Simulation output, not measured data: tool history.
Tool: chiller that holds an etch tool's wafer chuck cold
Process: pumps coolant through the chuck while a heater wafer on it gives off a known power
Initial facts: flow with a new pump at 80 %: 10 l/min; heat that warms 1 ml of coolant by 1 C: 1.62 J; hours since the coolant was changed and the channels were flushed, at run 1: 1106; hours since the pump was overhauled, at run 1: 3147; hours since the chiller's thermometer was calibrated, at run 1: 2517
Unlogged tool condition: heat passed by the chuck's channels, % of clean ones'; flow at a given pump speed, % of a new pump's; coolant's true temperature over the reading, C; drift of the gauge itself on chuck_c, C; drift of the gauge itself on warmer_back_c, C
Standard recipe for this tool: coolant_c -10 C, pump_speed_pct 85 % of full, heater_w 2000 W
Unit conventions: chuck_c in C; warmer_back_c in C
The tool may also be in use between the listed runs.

run    hour  coolant_c  pump_speed_pct  heater_w  hours since the coolant was changed and the channels were flushed  hours since the pump was overhauled  hours since the chiller's thermometer was calibrated  chuck_c  warmer_back_c
  1       0        -10              85      2000                                                               1106                                 3147                                                  2517      8.2           7.31
  2   178.2        -10              85      2000                                                               1284                                 3325                                                  2695      8.4           7.39
  3   362.6        -10              85      2000                                                               1469                                 3509                                                  2879      8.7           7.39
  4   543.2        -10              85      2000                                                               1649                                 3690                                                  3060      8.6           7.46
  5   630.5         -7              85      2000                                                               1736                                 3777                                                  3147     11.7           7.43
  6   807.5         -7              85      2000                                                               1913                                 3954                                                  3324     11.6           7.45
  7   936.1         -7              85      2000                                                               2042                                 4083                                                  3453       12           7.49
  8  1063.2        -10              85      2000                                                               2169                                 4210                                                  3580      9.1           7.51
  9  1201.7        -10              85      2000                                                               2308                                 4349                                                  3719      9.1           7.49
 10  1396.6         -4              85      2000                                                               2503                                 4543                                                  3913     15.2           7.42
 11  1591.3         -4              85      2000                                                               2697                                 4738                                                  4108     15.3           7.54
 12  1730.9        -13              92      2000                                                               2837                                 4878                                                  4248      5.3           6.92
 13  1889.6        -10              85      2380                                                               2996                                 5036                                                  4407     13.1           9.05
 14  2086.2         -4              74      1964                                                               3192                                 5233                                                  4603     17.7           8.79
 15  2275.4        -10              71      1184                                                               3381                                 5422                                                  4792      3.9           5.61
 16  2363.7        -10              71      1184                                                               3470                                 5511                                                  4881      3.9            5.6

Below are 3 alternative next runs, each starting from the tool's condition after run 16. Predict each:
  A  2505.4         -5              71      1184                                                               3611                                 5652                                                  5022        ?              ?
  B  2505.4        -16              74      1594                                                               3611                                 5652                                                  5022        ?              ?
  C  2505.4         -6              74      1085                                                               3611                                 5652                                                  5022        ?              ?

run  chuck_c  warmer_back_c
  A      8.8           5.66
  B      1.8           7.22
  C      6.4           4.94
With the hidden condition removed and each run's random variation left untouched, the same runs would have given:
run  chuck_c  warmer_back_c
  A      6.4           5.07
  B     -1.1           6.47
  C      4.2           4.43
